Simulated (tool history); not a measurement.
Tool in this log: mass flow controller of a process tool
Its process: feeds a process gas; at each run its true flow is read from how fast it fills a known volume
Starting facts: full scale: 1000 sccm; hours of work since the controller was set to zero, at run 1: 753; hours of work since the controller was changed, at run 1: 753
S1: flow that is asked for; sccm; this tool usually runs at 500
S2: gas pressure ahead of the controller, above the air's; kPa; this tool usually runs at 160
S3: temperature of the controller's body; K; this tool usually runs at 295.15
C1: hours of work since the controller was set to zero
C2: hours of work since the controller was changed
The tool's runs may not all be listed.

Run 1, hour 0: usual settings; C1 753; C2 753. Result: true flow (%) 97.43.
Run 2, hour 34.2: usual settings; C1 780; C2 780. Result: true flow (%) 97.35.
Run 3, hour 93.5: usual settings; C1 827; C2 827. Result: true flow (%) 97.32.
Run 4, hour 130.6: usual settings but S2 243 kPa; C1 857; C2 857. Result: true flow (%) 97.26.
Run 5, hour 175: usual settings; C1 892; C2 892. Result: true flow (%) 97.41.
Run 6, hour 245: usual settings but S2 212 kPa; C1 948; C2 948. Result: true flow (%) 97.21.
Run 7, hour 299.7: usual settings; C1 992; C2 992. Result: true flow (%) 97.15.
Run 8, hour 331.6: usual settings; C1 1017; C2 1017. Result: true flow (%) 97.32.
Run 9, hour 366.4: usual settings; C1 1045; C2 1045. Result: true flow (%) 97.24.
Run 10, hour 429.9: usual settings; C1 1095; C2 1095. Result: true flow (%) 97.2.
Run 11, hour 490.8: usual settings; C1 1144; C2 1144. Result: true flow (%) 97.11.
Run 12, hour 547.3: usual settings; C1 1189; C2 1189. Result: true flow (%) 97.2.
Run 13, hour 584.5: usual settings; C1 1218; C2 1218. Result: true flow (%) 97.1.
Run 14, hour 616.1: usual settings; C1 1244; C2 1244. Result: true flow (%) 97.14.
Run 15, hour 677.2: usual settings; C1 1292; C2 1292. Result: true flow (%) 97.07.
Run 16, hour 710.1: usual settings; C1 1319; C2 1319. Result: true flow (%) 96.98.
Run 17, hour 783.7: usual settings; C1 1377; C2 1377. Result: true flow (%) 96.9.
Run 18, hour 856.7: usual settings; C1 1435; C2 1435. Result: true flow (%) 97.
Run 19, hour 917.3: usual settings but S3 311.15 K; C1 1484; C2 1484. Result: true flow (%) 98.49.
Run 20, hour 978.9: usual settings but S3 311.15 K; C1 1533; C2 1533. Result: true flow (%) 98.51.
Run 21, hour 1048.7: usual settings but S3 311.15 K; C1 1588; C2 1588. Result: true flow (%) 98.41.
Run 22, hour 1090.4: usual settings but S3 311.15 K; C1 1621; C2 1621. Result: true flow (%) 98.41.
Run 23, hour 1134.3: usual settings but S1 236 sccm, S3 311.15 K; C1 1656; C2 1656. Result: true flow (%) 96.93.
Run 24, hour 1188: usual settings; C1 1699; C2 1699. Result: true flow (%) 96.79.
Run 25, hour 1220.4: usual settings but S1 415 sccm; C1 1725; C2 1725. Result: true flow (%) 96.42.
Run 26, hour 1294.7: usual settings but S1 133 sccm, S2 265 kPa, S3 313.15 K; C1 1784; C2 1784. Result: true flow (%) 95.5.
Run 27, hour 1354.4: usual settings but S1 324 sccm, S2 181 kPa, S3 311.15 K; C1 1832; C2 1832. Result: true flow (%) 97.34.
Run 28, hour 1429.4: usual settings but S1 159 sccm, S2 151 kPa, S3 311.15 K; C1 1891; C2 1891. Result: true flow (%) 95.81.
Run 29, hour 1496.2: usual settings but S1 159 sccm, S2 151 kPa, S3 311.15 K; C1 1945; C2 1945. Result: true flow (%) 95.87.
Run 30, hour 1559.1: usual settings but S2 237 kPa, S3 301.15 K; C1 1995; C2 1995. Result: true flow (%) 96.96.
Run 31, hour 1629.7: usual settings but S1 349 sccm, S2 237 kPa, S3 301.15 K; C1 2051; C2 2051. Result: true flow (%) 96.15.
Run 32, hour 1684.1: usual settings but S1 691 sccm, S2 155 kPa, S3 305.15 K; C1 2094; C2 2094. Result: true flow (%) 98.32.
Run 33, hour 1732.5: usual settings but S1 418 sccm, S2 258 kPa, S3 293.15 K; C1 2133; C2 2133. Result: true flow (%) 95.7.
Run 34, hour 1792.2: usual settings but S1 418 sccm, S2 258 kPa, S3 293.15 K; C1 2181; C2 2181. Result: true flow (%) 95.5.
Run 35, hour 1859: usual settings but S1 869 sccm, S2 258 kPa, S3 304.15 K; C1 2234; C2 2234. Result: true flow (%) 98.67.
Run 36, hour 1899.5: usual settings but S1 130 sccm, S2 253 kPa, S3 301.15 K; C1 2266; C2 2266. Result: true flow (%) 93.5.
Run 37, hour 1951.8: usual settings but S1 130 sccm, S2 253 kPa, S3 301.15 K; C1 2308; C2 2308. Result: true flow (%) 93.38.
Run 38, hour 1992: usual settings but S1 130 sccm, S2 253 kPa, S3 301.15 K; C1 2340; C2 2340. Result: true flow (%) 93.38.
Run 39, hour 2040: usual settings but S1 226 sccm, S2 195 kPa, S3 312.15 K; C1 2378; C2 2378. Result: true flow (%) 96.09.
Run 40, hour 2110.5: usual settings but S1 275 sccm, S2 176 kPa; C1 2434; C2 2434. Result: true flow (%) 94.93.
Run 41, hour 2173.6: usual settings but S1 275 sccm, S2 176 kPa; C1 2484; C2 2484. Result: true flow (%) 94.85.
Run 42, hour 2208.8: usual settings but S1 102 sccm, S2 177 kPa; C1 2512; C2 2512. Result: true flow (%) 91.72.
Run 43, hour 2267.2: usual settings but S1 102 sccm, S2 177 kPa; C1 2559; C2 2559. Result: true flow (%) 91.71.
Run 44, hour 2337.5: usual settings but S1 102 sccm, S2 177 kPa; C1 2615; C2 2615. Result: true flow (%) 91.52.
Run 45, hour 2370: usual settings but S1 102 sccm, S2 177 kPa; C1 2641; C2 2641. Result: true flow (%) 91.56.
Run 46, hour 2417: usual settings but S1 956 sccm, S2 279 kPa, S3 312.15 K; C1 2678; C2 2678. Result: true flow (%) 99.38.

What does the tool deliver on the next run?
Run 47, hour 2447.4: usual settings but S2 185 kPa; C1 2702; C2 2702. Result: true flow (%) ?.

Run 47 gave true flow (%) 96.
On a tool with no hidden condition, and with the same random variation, this run would have come out at true flow (%) 98.06.
